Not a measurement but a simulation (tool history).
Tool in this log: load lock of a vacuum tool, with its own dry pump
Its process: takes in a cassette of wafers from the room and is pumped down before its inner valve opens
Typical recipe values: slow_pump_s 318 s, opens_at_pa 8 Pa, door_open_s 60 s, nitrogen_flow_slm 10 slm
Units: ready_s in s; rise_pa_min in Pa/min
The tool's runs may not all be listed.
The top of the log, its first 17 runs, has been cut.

run	hour	slow_pump_s	opens_at_pa	door_open_s	nitrogen_flow_slm	incoming humidity of the room's air, %	ready_s	rise_pa_min
# hour 2397.7: door's seal changed, seat wiped
18	2458.0	318	8	60	10	44.9	437.0	0.036
19	2544.1	318	8	60	10	46.7	439.8	0.033
20	2660.4	318	8	60	21	46.8	439.3	0.029
21	2748.4	318	8	87	28	47.1	437.8	0.028
22	2845.7	392	7	209	6	47.2	506.3	0.069
23	2996.1	392	8	209	17	49.2	503.5	0.052
24	3112.8	318	8	55	39	46.1	439.9	0.020
25	3257.6	318	8	55	39	43.6	438.1	0.018
26	3409.7	318	8	55	39	44.3	439.5	0.018
27	3584.8	318	8	55	39	44.8	439.2	0.020
28	3716.2	318	8	55	39	42.8	440.6	0.023
29	3907.7	318	8	55	39	43.3	437.9	0.018
30	4087.4	173	15	53	29	44.5	302.1	0.024
31	4234.5	173	15	53	29	43.2	301.8	0.023
32	4315.6	173	15	53	29	45.5	303.1	0.022
33	4489.5	185	7	46	18	45.8	327.1	0.026
34	4636.4	185	7	46	18	46.5	327.3	0.022
35	4769.0	185	7	46	18	40.8	328.2	0.020
36	4897.2	565	7	46	37	45.4	654.9	0.017
37	5009.3	291	7	124	6	45.5	417.4	0.052
38	5094.9	291	7	124	6	43.4	419.7	0.048

3 ways to go on from here, each from the tool as it stands after run 38. What would each give?
A	5279.3	318	8	88	10	45.2	?	?
B	5279.3	197	9	26	6	45.1	?	?
C	5279.3	291	10	59	13	43.6	?	?

run	ready_s	rise_pa_min
A	439.9	0.041
B	330.4	0.028
C	412.3	0.036
Without the tool's unlogged condition, the same runs would have read:
run	ready_s	rise_pa_min
A	439.9	0.041
B	330.3	0.028
C	412.2	0.035
